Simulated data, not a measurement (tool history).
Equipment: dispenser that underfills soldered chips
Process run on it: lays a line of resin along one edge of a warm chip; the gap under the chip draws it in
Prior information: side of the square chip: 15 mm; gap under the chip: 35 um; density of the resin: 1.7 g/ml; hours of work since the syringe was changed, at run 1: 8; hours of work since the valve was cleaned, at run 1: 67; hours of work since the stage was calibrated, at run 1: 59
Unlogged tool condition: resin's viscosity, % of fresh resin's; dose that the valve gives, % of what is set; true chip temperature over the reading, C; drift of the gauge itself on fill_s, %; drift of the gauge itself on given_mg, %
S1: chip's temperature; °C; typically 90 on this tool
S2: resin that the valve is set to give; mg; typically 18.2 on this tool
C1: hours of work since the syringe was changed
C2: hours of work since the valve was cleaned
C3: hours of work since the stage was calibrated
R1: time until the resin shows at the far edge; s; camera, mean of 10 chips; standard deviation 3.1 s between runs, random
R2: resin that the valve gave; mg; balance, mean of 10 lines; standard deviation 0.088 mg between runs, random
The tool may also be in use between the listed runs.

run 1 hour=0 | S1=90 S2=18.2 | C1=8 C2=67 C3=59 | R1=565.7 R2=17.3
-- hour=2.1 new syringe of resin
run 2 hour=5.5 | S1=90 S2=18.2 | C1=3 C2=71 C3=63 | R1=390.2 R2=17.1
run 3 hour=9.8 | S1=90 S2=18.2 | C1=6 C2=74 C3=66 | R1=503.1 R2=17.23
-- hour=14.3 new syringe of resin
run 4 hour=16.8 | S1=90 S2=18.2 | C1=2 C2=79 C3=71 | R1=358.6 R2=17.05
run 5 hour=22.9 | S1=90 S2=18.2 | C1=7 C2=84 C3=76 | R1=522.7 R2=16.93
-- hour=26.4 new syringe of resin
run 6 hour=27.9 | S1=83 S2=18.2 | C1=1 C2=87 C3=80 | R1=461 R2=17.01
run 7 hour=34.9 | S1=83 S2=18.2 | C1=7 C2=93 C3=85 | R1=704 R2=16.8
-- hour=38.3 new syringe of resin
run 8 hour=38.8 | S1=83 S2=18.2 | C1=0 C2=96 C3=88 | R1=444.7 R2=16.74
run 9 hour=42.8 | S1=83 S2=18.2 | C1=3 C2=99 C3=91 | R1=561.7 R2=16.8
run 10 hour=46.2 | S1=83 S2=22.8 | C1=6 C2=101 C3=93 | R1=643.6 R2=20.88
-- hour=50.5 new syringe of resin
run 11 hour=53 | S1=77 S2=22.7 | C1=2 C2=106 C3=98 | R1=629.6 R2=20.69
run 12 hour=57.4 | S1=79 S2=16.9 | C1=5 C2=110 C3=102 | R1=794.5 R2=15.57
-- hour=59 dispensing valve cleaned and set on the balance
-- hour=63.6 new syringe of resin
run 13 hour=63.9 | S1=79 S2=16.9 | C1=0 C2=4 C3=106 | R1=523.7 R2=16.87

4 ways to go on from here, each from the tool as it stands after run 13. What would each give?
run A hour=70.6 | S1=104 S2=18 | C1=5 C2=9 C3=111 | R1=? R2=?
run B hour=70.6 | S1=105 S2=18.4 | C1=5 C2=9 C3=111 | R1=? R2=?
run C hour=70.6 | S1=79 S2=18.3 | C1=5 C2=9 C3=111 | R1=? R2=?
run D hour=70.6 | S1=94 S2=19.1 | C1=5 C2=9 C3=111 | R1=? R2=?

run=A R1=265.3 R2=17.94
run=B R1=254.3 R2=18.37
run=C R1=760.7 R2=18.24
run=D R1=396 R2=18.86
Take away the tool's hidden state, keep each run's random variation, and the runs would have read:
run=A R1=171.6 R2=18.05
run=B R1=164.5 R2=18.48
run=C R1=491 R2=18.36
run=D R1=256.1 R2=18.98
